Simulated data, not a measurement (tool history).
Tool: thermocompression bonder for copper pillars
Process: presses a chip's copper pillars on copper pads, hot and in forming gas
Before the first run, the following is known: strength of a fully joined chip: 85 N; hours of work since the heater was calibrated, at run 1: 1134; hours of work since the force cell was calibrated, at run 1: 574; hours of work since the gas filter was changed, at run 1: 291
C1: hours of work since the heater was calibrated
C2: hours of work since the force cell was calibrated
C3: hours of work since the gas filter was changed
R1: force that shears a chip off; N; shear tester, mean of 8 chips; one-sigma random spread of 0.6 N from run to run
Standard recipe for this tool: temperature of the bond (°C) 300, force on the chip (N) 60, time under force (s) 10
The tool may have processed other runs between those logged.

run 1 hour=0 | temperature_of_the_bond_(°C)=300 force_on_the_chip_(N)=60 time_under_force_(s)=10 | C1=1134 C2=574 C3=291 | R1=53.8
run 2 hour=18.2 | temperature_of_the_bond_(°C)=300 force_on_the_chip_(N)=55 time_under_force_(s)=10 | C1=1148 C2=588 C3=305 | R1=50.8
run 3 hour=30.3 | temperature_of_the_bond_(°C)=300 force_on_the_chip_(N)=60 time_under_force_(s)=6 | C1=1157 C2=598 C3=314 | R1=45.9
run 4 hour=39.5 | temperature_of_the_bond_(°C)=300 force_on_the_chip_(N)=60 time_under_force_(s)=6 | C1=1164 C2=605 C3=321 | R1=45.5
run 5 hour=50.4 | temperature_of_the_bond_(°C)=274 force_on_the_chip_(N)=60 time_under_force_(s)=10 | C1=1173 C2=613 C3=330 | R1=38.6
run 6 hour=69.7 | temperature_of_the_bond_(°C)=300 force_on_the_chip_(N)=60 time_under_force_(s)=10 | C1=1188 C2=628 C3=345 | R1=52.8
-- hour=82.6 forming gas filter changed
run 7 hour=85.3 | temperature_of_the_bond_(°C)=300 force_on_the_chip_(N)=60 time_under_force_(s)=10 | C1=1199 C2=640 C3=2 | R1=55.9
run 8 hour=98.2 | temperature_of_the_bond_(°C)=300 force_on_the_chip_(N)=60 time_under_force_(s)=10 | C1=1209 C2=650 C3=12 | R1=57.7
run 9 hour=111.8 | temperature_of_the_bond_(°C)=300 force_on_the_chip_(N)=68 time_under_force_(s)=10 | C1=1220 C2=660 C3=23 | R1=60.2
run 10 hour=128.2 | temperature_of_the_bond_(°C)=300 force_on_the_chip_(N)=68 time_under_force_(s)=10 | C1=1232 C2=673 C3=35 | R1=60.9
run 11 hour=146.1 | temperature_of_the_bond_(°C)=300 force_on_the_chip_(N)=68 time_under_force_(s)=10 | C1=1246 C2=687 C3=49 | R1=60.1
run 12 hour=160.3 | temperature_of_the_bond_(°C)=300 force_on_the_chip_(N)=68 time_under_force_(s)=10 | C1=1257 C2=698 C3=60 | R1=58.6
run 13 hour=177.4 | temperature_of_the_bond_(°C)=300 force_on_the_chip_(N)=68 time_under_force_(s)=10 | C1=1271 C2=711 C3=73 | R1=60
run 14 hour=194.2 | temperature_of_the_bond_(°C)=300 force_on_the_chip_(N)=68 time_under_force_(s)=10 | C1=1284 C2=724 C3=86 | R1=60.1
run 15 hour=207.1 | temperature_of_the_bond_(°C)=300 force_on_the_chip_(N)=68 time_under_force_(s)=10 | C1=1294 C2=734 C3=96 | R1=60.5
run 16 hour=215.8 | temperature_of_the_bond_(°C)=300 force_on_the_chip_(N)=68 time_under_force_(s)=10 | C1=1300 C2=741 C3=103 | R1=59.4
run 17 hour=232.4 | temperature_of_the_bond_(°C)=320 force_on_the_chip_(N)=64 time_under_force_(s)=5 | C1=1313 C2=753 C3=116 | R1=57.2
run 18 hour=241.1 | temperature_of_the_bond_(°C)=320 force_on_the_chip_(N)=64 time_under_force_(s)=5 | C1=1320 C2=760 C3=123 | R1=58.5
run 19 hour=250.3 | temperature_of_the_bond_(°C)=320 force_on_the_chip_(N)=64 time_under_force_(s)=5 | C1=1327 C2=767 C3=130 | R1=57.5
run 20 hour=262 | temperature_of_the_bond_(°C)=320 force_on_the_chip_(N)=64 time_under_force_(s)=5 | C1=1336 C2=776 C3=139 | R1=57.7
run 21 hour=270.9 | temperature_of_the_bond_(°C)=315 force_on_the_chip_(N)=67 time_under_force_(s)=10 | C1=1343 C2=783 C3=146 | R1=66.7
run 22 hour=280.9 | temperature_of_the_bond_(°C)=297 force_on_the_chip_(N)=79 time_under_force_(s)=23 | C1=1351 C2=791 C3=153 | R1=71.7
-- hour=284.8 heater calibrated with a thermocouple chip
run 23 hour=296.7 | temperature_of_the_bond_(°C)=289 force_on_the_chip_(N)=43 time_under_force_(s)=10 | C1=9 C2=802 C3=164 | R1=39.6

Forecast each of these 5 alternatives for the next run:
run A hour=310.3 | temperature_of_the_bond_(°C)=313 force_on_the_chip_(N)=60 time_under_force_(s)=20 | C1=20 C2=812 C3=175 | R1=?
run B hour=310.3 | temperature_of_the_bond_(°C)=300 force_on_the_chip_(N)=60 time_under_force_(s)=7 | C1=20 C2=812 C3=175 | R1=?
run C hour=310.3 | temperature_of_the_bond_(°C)=326 force_on_the_chip_(N)=44 time_under_force_(s)=7 | C1=20 C2=812 C3=175 | R1=?
run D hour=310.3 | temperature_of_the_bond_(°C)=297 force_on_the_chip_(N)=51 time_under_force_(s)=11 | C1=20 C2=812 C3=175 | R1=?
run E hour=310.3 | temperature_of_the_bond_(°C)=294 force_on_the_chip_(N)=66 time_under_force_(s)=10 | C1=20 C2=812 C3=175 | R1=?

run=A R1=70.5
run=B R1=49.7
run=C R1=55.1
run=D R1=50.8
run=E R1=55.1
Take away the tool's hidden state, keep each run's random variation, and the runs would have read:
run=A R1=73.9
run=B R1=52.7
run=C R1=58.3
run=D R1=53.9
run=E R1=58.3
